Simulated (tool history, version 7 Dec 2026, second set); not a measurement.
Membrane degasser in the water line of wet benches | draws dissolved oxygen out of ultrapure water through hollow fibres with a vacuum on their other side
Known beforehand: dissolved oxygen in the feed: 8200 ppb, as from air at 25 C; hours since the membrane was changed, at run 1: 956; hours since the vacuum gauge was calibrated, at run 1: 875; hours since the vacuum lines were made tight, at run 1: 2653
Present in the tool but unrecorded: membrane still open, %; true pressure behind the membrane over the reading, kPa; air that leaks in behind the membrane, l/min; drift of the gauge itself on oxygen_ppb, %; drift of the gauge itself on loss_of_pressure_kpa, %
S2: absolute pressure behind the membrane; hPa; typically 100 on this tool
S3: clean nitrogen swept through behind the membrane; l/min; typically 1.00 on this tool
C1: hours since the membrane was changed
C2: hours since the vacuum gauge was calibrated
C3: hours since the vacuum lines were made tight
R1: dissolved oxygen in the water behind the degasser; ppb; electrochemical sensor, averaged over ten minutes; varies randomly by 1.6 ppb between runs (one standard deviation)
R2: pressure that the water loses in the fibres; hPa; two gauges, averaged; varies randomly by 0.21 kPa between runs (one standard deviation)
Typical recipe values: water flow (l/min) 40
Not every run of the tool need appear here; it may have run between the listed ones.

run 1 hour=0.0 | water_flow_(l/min)=40 S2=100 S3=1.00 | C1=956 C2=875 C3=2653 | R1=531.4 R2=508.2
run 2 hour=53.3 | water_flow_(l/min)=40 S2=100 S3=1.00 | C1=1010 C2=929 C3=2707 | R1=532.5 R2=506.2
run 3 hour=88.1 | water_flow_(l/min)=40 S2=100 S3=1.00 | C1=1045 C2=964 C3=2742 | R1=530.4 R2=505.0
run 4 hour=141.6 | water_flow_(l/min)=40 S2=100 S3=1.00 | C1=1098 C2=1017 C3=2795 | R1=532.0 R2=507.3
run 5 hour=168.3 | water_flow_(l/min)=40 S2=69 S3=1.00 | C1=1125 C2=1044 C3=2822 | R1=304.4 R2=504.4
run 6 hour=201.5 | water_flow_(l/min)=40 S2=68 S3=1.00 | C1=1158 C2=1077 C3=2855 | R1=296.4 R2=508.3
run 7 hour=251.2 | water_flow_(l/min)=40 S2=68 S3=1.00 | C1=1208 C2=1127 C3=2905 | R1=297.3 R2=505.9
run 8 hour=302.7 | water_flow_(l/min)=40 S2=68 S3=1.29 | C1=1259 C2=1178 C3=2956 | R1=244.2 R2=506.2
run 9 hour=324.6 | water_flow_(l/min)=40 S2=68 S3=1.29 | C1=1281 C2=1200 C3=2978 | R1=243.4 R2=506.2
run 10 hour=377.7 | water_flow_(l/min)=40 S2=68 S3=1.29 | C1=1334 C2=1253 C3=3031 | R1=245.5 R2=506.9
run 11 hour=417.7 | water_flow_(l/min)=40 S2=68 S3=1.29 | C1=1374 C2=1293 C3=3071 | R1=245.1 R2=501.3
run 12 hour=461.9 | water_flow_(l/min)=40 S2=92 S3=1.00 | C1=1418 C2=1337 C3=3115 | R1=474.4 R2=508.0
run 13 hour=489.4 | water_flow_(l/min)=40 S2=92 S3=1.00 | C1=1446 C2=1365 C3=3143 | R1=475.9 R2=501.8
-- hour=542.6 seals of the vacuum lines changed
run 14 hour=543.7 | water_flow_(l/min)=40 S2=100 S3=1.00 | C1=1498 C2=1417 C3=1 | R1=533.9 R2=505.9
run 15 hour=569.2 | water_flow_(l/min)=40 S2=100 S3=1.00 | C1=1524 C2=1443 C3=27 | R1=531.4 R2=505.3
run 16 hour=609.0 | water_flow_(l/min)=40 S2=100 S3=1.00 | C1=1563 C2=1483 C3=66 | R1=533.2 R2=509.4
run 17 hour=656.3 | water_flow_(l/min)=40 S2=127 S3=1.00 | C1=1611 C2=1530 C3=114 | R1=725.4 R2=508.3
run 18 hour=707.1 | water_flow_(l/min)=40 S2=127 S3=1.36 | C1=1661 C2=1581 C3=165 | R1=572.6 R2=503.3
run 19 hour=761.6 | water_flow_(l/min)=40 S2=127 S3=1.36 | C1=1716 C2=1635 C3=219 | R1=574.3 R2=507.6
run 20 hour=800.6 | water_flow_(l/min)=58 S2=241 S3=1.42 | C1=1755 C2=1674 C3=258 | R1=1478.3 R2=731.1
run 21 hour=847.9 | water_flow_(l/min)=31 S2=142 S3=1.00 | C1=1802 C2=1721 C3=305 | R1=675.4 R2=391.5
run 22 hour=901.5 | water_flow_(l/min)=31 S2=142 S3=1.00 | C1=1856 C2=1775 C3=359 | R1=676.2 R2=391.2
run 23 hour=933.4 | water_flow_(l/min)=31 S2=142 S3=1.00 | C1=1888 C2=1807 C3=391 | R1=676.4 R2=392.4
run 24 hour=968.1 | water_flow_(l/min)=40 S2=100 S3=0.53 | C1=1922 C2=1842 C3=426 | R1=830.2 R2=504.3
run 25 hour=996.8 | water_flow_(l/min)=53 S2=170 S3=1.45 | C1=1951 C2=1870 C3=454 | R1=954.2 R2=672.7

Run 26 has not been measured yet. What should we expect?
run 26 hour=1031.3 | water_flow_(l/min)=40 S2=100 S3=0.88 | C1=1986 C2=1905 C3=489 | R1=? R2=?

Run 26 yielded R1 585.0 ppb, R2 506.4 hPa.
On a tool with no hidden condition, and with the same random variation, this run would have come out at R1 584.8 ppb, R2 506.0 hPa.
